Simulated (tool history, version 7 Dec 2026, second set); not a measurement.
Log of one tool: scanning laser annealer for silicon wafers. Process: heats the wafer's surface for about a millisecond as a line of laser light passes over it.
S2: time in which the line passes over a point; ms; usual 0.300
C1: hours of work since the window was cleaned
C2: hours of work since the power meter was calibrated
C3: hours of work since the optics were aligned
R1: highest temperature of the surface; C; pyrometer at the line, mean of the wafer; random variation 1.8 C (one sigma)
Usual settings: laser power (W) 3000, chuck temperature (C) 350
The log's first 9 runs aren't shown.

{"run": 10, "hour": 205.1, "laser power (W)": 3000, "S2": 0.357, "chuck temperature (C)": 350, "C1": 379, "C2": 315, "C3": 733, "R1": 1163}
{"run": 11, "hour": 229.6, "laser power (W)": 3000, "S2": 0.357, "chuck temperature (C)": 350, "C1": 391, "C2": 327, "C3": 745, "R1": 1159}
{"run": 12, "hour": 243.4, "laser power (W)": 3000, "S2": 0.357, "chuck temperature (C)": 350, "C1": 398, "C2": 333, "C3": 751, "R1": 1158}
{"run": 13, "hour": 257.9, "laser power (W)": 3063, "S2": 0.357, "chuck temperature (C)": 350, "C1": 405, "C2": 341, "C3": 758, "R1": 1183}
{"run": 14, "hour": 274.5, "laser power (W)": 3063, "S2": 0.357, "chuck temperature (C)": 350, "C1": 413, "C2": 349, "C3": 767, "R1": 1183}
{"run": 15, "hour": 288.5, "laser power (W)": 3000, "S2": 0.3, "chuck temperature (C)": 350, "C1": 420, "C2": 356, "C3": 773, "R1": 1083}
{"run": 16, "hour": 305.3, "laser power (W)": 3000, "S2": 0.331, "chuck temperature (C)": 350, "C1": 428, "C2": 364, "C3": 782, "R1": 1125}
{"run": 17, "hour": 338.4, "laser power (W)": 3000, "S2": 0.3, "chuck temperature (C)": 328, "C1": 445, "C2": 380, "C3": 798, "R1": 1059}
{"run": 18, "hour": 355.7, "laser power (W)": 3000, "S2": 0.3, "chuck temperature (C)": 328, "C1": 453, "C2": 388, "C3": 806, "R1": 1059}
{"run": 19, "hour": 369.3, "laser power (W)": 2814, "S2": 0.3, "chuck temperature (C)": 380, "C1": 460, "C2": 395, "C3": 813, "R1": 1060}
{"run": 20, "hour": 393.7, "laser power (W)": 2824, "S2": 0.3, "chuck temperature (C)": 349, "C1": 472, "C2": 407, "C3": 825, "R1": 1031}
{"run": 21, "hour": 414.3, "laser power (W)": 2824, "S2": 0.3, "chuck temperature (C)": 349, "C1": 482, "C2": 417, "C3": 835, "R1": 1029}
{"run": 22, "hour": 437.7, "laser power (W)": 2926, "S2": 0.3, "chuck temperature (C)": 368, "C1": 493, "C2": 429, "C3": 846, "R1": 1073}
{"hour": 443.2, "done": "laser's power meter calibrated"}
{"run": 23, "hour": 458.5, "laser power (W)": 3162, "S2": 0.3, "chuck temperature (C)": 384, "C1": 502, "C2": 7, "C3": 855, "R1": 1160}
{"run": 24, "hour": 478.5, "laser power (W)": 3162, "S2": 0.28, "chuck temperature (C)": 312, "C1": 512, "C2": 17, "C3": 865, "R1": 1055}
{"run": 25, "hour": 494.0, "laser power (W)": 3000, "S2": 0.3, "chuck temperature (C)": 364, "C1": 519, "C2": 25, "C3": 872, "R1": 1094}
{"run": 26, "hour": 518.3, "laser power (W)": 3034, "S2": 0.245, "chuck temperature (C)": 381, "C1": 531, "C2": 37, "C3": 884, "R1": 1039}
{"run": 27, "hour": 537.8, "laser power (W)": 3034, "S2": 0.245, "chuck temperature (C)": 381, "C1": 541, "C2": 46, "C3": 894, "R1": 1039}
{"run": 28, "hour": 565.1, "laser power (W)": 3034, "S2": 0.245, "chuck temperature (C)": 381, "C1": 554, "C2": 60, "C3": 907, "R1": 1035}
{"run": 29, "hour": 582.6, "laser power (W)": 3000, "S2": 0.268, "chuck temperature (C)": 350, "C1": 563, "C2": 68, "C3": 916, "R1": 1029}
{"hour": 587.1, "done": "window over the wafer cleaned"}
{"run": 30, "hour": 606.0, "laser power (W)": 2786, "S2": 0.268, "chuck temperature (C)": 350, "C1": 9, "C2": 79, "C3": 926, "R1": 1007}
{"hour": 611.3, "done": "laser's power meter calibrated, once more"}
{"run": 31, "hour": 638.0, "laser power (W)": 2786, "S2": 0.268, "chuck temperature (C)": 350, "C1": 23, "C2": 13, "C3": 940, "R1": 1000}
{"run": 32, "hour": 667.0, "laser power (W)": 3000, "S2": 0.3, "chuck temperature (C)": 323, "C1": 38, "C2": 27, "C3": 955, "R1": 1076}

4 ways to go on from here, each from the tool as it stands after run 32. What would each give?
{"run": "A", "hour": 695.7, "laser power (W)": 3000, "S2": 0.291, "chuck temperature (C)": 326, "C1": 52, "C2": 41, "C3": 969, "R1": "?"}
{"run": "B", "hour": 695.7, "laser power (W)": 3267, "S2": 0.3, "chuck temperature (C)": 374, "C1": 52, "C2": 41, "C3": 969, "R1": "?"}
{"run": "C", "hour": 695.7, "laser power (W)": 2629, "S2": 0.256, "chuck temperature (C)": 387, "C1": 52, "C2": 41, "C3": 969, "R1": "?"}
{"run": "D", "hour": 695.7, "laser power (W)": 2878, "S2": 0.3, "chuck temperature (C)": 385, "C1": 52, "C2": 41, "C3": 969, "R1": "?"}

run=A R1=1067
run=B R1=1206
run=C R1=981
run=D R1=1103
Without the tool's hidden state the same runs would have given:
run=A R1=1077
run=B R1=1217
run=C R1=989
run=D R1=1113
